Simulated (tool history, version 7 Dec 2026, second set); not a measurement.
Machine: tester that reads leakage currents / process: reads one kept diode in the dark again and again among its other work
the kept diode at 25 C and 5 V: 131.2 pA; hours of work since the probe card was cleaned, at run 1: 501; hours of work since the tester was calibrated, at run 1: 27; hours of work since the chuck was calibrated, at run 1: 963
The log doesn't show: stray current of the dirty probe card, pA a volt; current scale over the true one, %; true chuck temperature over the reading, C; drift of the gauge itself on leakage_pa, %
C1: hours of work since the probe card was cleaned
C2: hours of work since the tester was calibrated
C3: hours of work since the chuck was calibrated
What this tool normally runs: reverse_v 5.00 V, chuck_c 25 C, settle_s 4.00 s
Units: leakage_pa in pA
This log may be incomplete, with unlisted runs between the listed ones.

run 1 hour=0.0 | reverse_v=5.00 chuck_c=25 settle_s=4.00 | C1=501 C2=27 C3=963 | leakage_pa=130.98
run 2 hour=32.7 | reverse_v=5.00 chuck_c=25 settle_s=4.00 | C1=526 C2=52 C3=988 | leakage_pa=131.41
run 3 hour=50.6 | reverse_v=1.24 chuck_c=25 settle_s=4.00 | C1=540 C2=66 C3=1001 | leakage_pa=66.09
run 4 hour=74.6 | reverse_v=12.68 chuck_c=25 settle_s=4.00 | C1=558 C2=84 C3=1019 | leakage_pa=207.65
run 5 hour=109.6 | reverse_v=5.00 chuck_c=25 settle_s=4.00 | C1=584 C2=110 C3=1046 | leakage_pa=131.29
run 6 hour=151.4 | reverse_v=5.00 chuck_c=25 settle_s=4.00 | C1=616 C2=142 C3=1078 | leakage_pa=130.84
run 7 hour=191.3 | reverse_v=2.20 chuck_c=25 settle_s=4.00 | C1=646 C2=172 C3=1108 | leakage_pa=87.47
run 8 hour=216.7 | reverse_v=5.00 chuck_c=25 settle_s=1.45 | C1=666 C2=192 C3=1127 | leakage_pa=131.70
run 9 hour=245.8 | reverse_v=5.00 chuck_c=25 settle_s=1.45 | C1=688 C2=214 C3=1149 | leakage_pa=131.48
run 10 hour=263.1 | reverse_v=5.00 chuck_c=25 settle_s=4.00 | C1=701 C2=227 C3=1162 | leakage_pa=130.64
run 11 hour=281.0 | reverse_v=5.00 chuck_c=25 settle_s=4.00 | C1=714 C2=240 C3=1176 | leakage_pa=131.26
-- hour=310.4 chuck's temperature calibrated
run 12 hour=310.4 | reverse_v=5.00 chuck_c=25 settle_s=4.00 | C1=735 C2=261 C3=0 | leakage_pa=130.88
run 13 hour=347.4 | reverse_v=7.24 chuck_c=25 settle_s=4.00 | C1=763 C2=289 C3=28 | leakage_pa=157.61
run 14 hour=387.7 | reverse_v=7.24 chuck_c=25 settle_s=4.00 | C1=794 C2=320 C3=59 | leakage_pa=157.51
run 15 hour=409.3 | reverse_v=5.00 chuck_c=25 settle_s=4.00 | C1=810 C2=336 C3=75 | leakage_pa=132.25
run 16 hour=428.4 | reverse_v=5.00 chuck_c=25 settle_s=4.00 | C1=825 C2=351 C3=90 | leakage_pa=131.15
run 17 hour=454.1 | reverse_v=5.00 chuck_c=37 settle_s=4.00 | C1=844 C2=370 C3=109 | leakage_pa=389.65
run 18 hour=474.1 | reverse_v=5.00 chuck_c=37 settle_s=4.00 | C1=859 C2=385 C3=124 | leakage_pa=388.29
run 19 hour=500.9 | reverse_v=14.98 chuck_c=25 settle_s=4.00 | C1=880 C2=406 C3=145 | leakage_pa=225.39
run 20 hour=532.0 | reverse_v=5.00 chuck_c=28 settle_s=4.00 | C1=903 C2=429 C3=168 | leakage_pa=174.99
run 21 hour=558.7 | reverse_v=5.00 chuck_c=28 settle_s=4.00 | C1=923 C2=450 C3=188 | leakage_pa=173.64
run 22 hour=587.4 | reverse_v=5.00 chuck_c=28 settle_s=4.00 | C1=945 C2=471 C3=210 | leakage_pa=174.19
run 23 hour=620.6 | reverse_v=5.00 chuck_c=28 settle_s=4.00 | C1=970 C2=497 C3=235 | leakage_pa=173.39
run 24 hour=654.3 | reverse_v=7.40 chuck_c=52 settle_s=1.03 | C1=996 C2=522 C3=261 | leakage_pa=1634.61
run 25 hour=674.8 | reverse_v=1.34 chuck_c=33 settle_s=3.46 | C1=1012 C2=538 C3=276 | leakage_pa=143.32
run 26 hour=713.9 | reverse_v=1.95 chuck_c=25 settle_s=0.88 | C1=1041 C2=567 C3=306 | leakage_pa=82.62
run 27 hour=750.9 | reverse_v=1.95 chuck_c=25 settle_s=0.88 | C1=1069 C2=595 C3=334 | leakage_pa=82.78
run 28 hour=775.8 | reverse_v=1.10 chuck_c=52 settle_s=3.26 | C1=1088 C2=614 C3=353 | leakage_pa=644.89
run 29 hour=793.5 | reverse_v=2.61 chuck_c=35 settle_s=4.00 | C1=1102 C2=628 C3=367 | leakage_pa=237.86
run 30 hour=831.8 | reverse_v=2.61 chuck_c=35 settle_s=4.00 | C1=1131 C2=657 C3=396 | leakage_pa=237.50
run 31 hour=863.1 | reverse_v=2.61 chuck_c=35 settle_s=4.00 | C1=1154 C2=681 C3=419 | leakage_pa=236.56
run 32 hour=883.0 | reverse_v=5.00 chuck_c=33 settle_s=4.63 | C1=1170 C2=696 C3=434 | leakage_pa=274.46
run 33 hour=923.3 | reverse_v=2.95 chuck_c=34 settle_s=4.00 | C1=1200 C2=726 C3=465 | leakage_pa=230.20
run 34 hour=957.6 | reverse_v=3.59 chuck_c=34 settle_s=1.27 | C1=1226 C2=752 C3=491 | leakage_pa=254.49
run 35 hour=987.8 | reverse_v=10.32 chuck_c=30 settle_s=1.76 | C1=1249 C2=775 C3=514 | leakage_pa=297.98
run 36 hour=1029.1 | reverse_v=10.32 chuck_c=30 settle_s=1.76 | C1=1280 C2=806 C3=545 | leakage_pa=299.79
run 37 hour=1049.0 | reverse_v=2.40 chuck_c=40 settle_s=9.63 | C1=1296 C2=822 C3=560 | leakage_pa=353.04
run 38 hour=1083.2 | reverse_v=2.40 chuck_c=40 settle_s=9.63 | C1=1321 C2=847 C3=586 | leakage_pa=350.41
run 39 hour=1121.1 | reverse_v=2.03 chuck_c=25 settle_s=4.00 | C1=1350 C2=876 C3=615 | leakage_pa=84.29
run 40 hour=1162.4 | reverse_v=10.39 chuck_c=25 settle_s=4.00 | C1=1382 C2=908 C3=646 | leakage_pa=189.00
run 41 hour=1181.1 | reverse_v=14.38 chuck_c=39 settle_s=0.57 | C1=1396 C2=922 C3=661 | leakage_pa=779.82

Some steps in leakage_pa between neighbouring runs. How much of each would the tool show without its hidden state too (settings, what came in, random variation), and how much is left for the hidden state, with any gauge scatter that isn't in both results?
Run 23 -> 24: reverse_v 5.00 -> 7.40, chuck_c 28 -> 52, settle_s 4.00 -> 1.03. leakage_pa +1461.22 pA: hidden state -0.46, all else +1461.68.
Run 24 -> 25: reverse_v 7.40 -> 1.34, chuck_c 52 -> 33, settle_s 1.03 -> 3.46. leakage_pa -1491.29 pA: hidden state +0.45, all else -1491.74.
Run 40 -> 41: reverse_v 10.39 -> 14.38, chuck_c 25 -> 39, settle_s 4.00 -> 0.57. leakage_pa +590.82 pA: hidden state -0.43, all else +591.25.

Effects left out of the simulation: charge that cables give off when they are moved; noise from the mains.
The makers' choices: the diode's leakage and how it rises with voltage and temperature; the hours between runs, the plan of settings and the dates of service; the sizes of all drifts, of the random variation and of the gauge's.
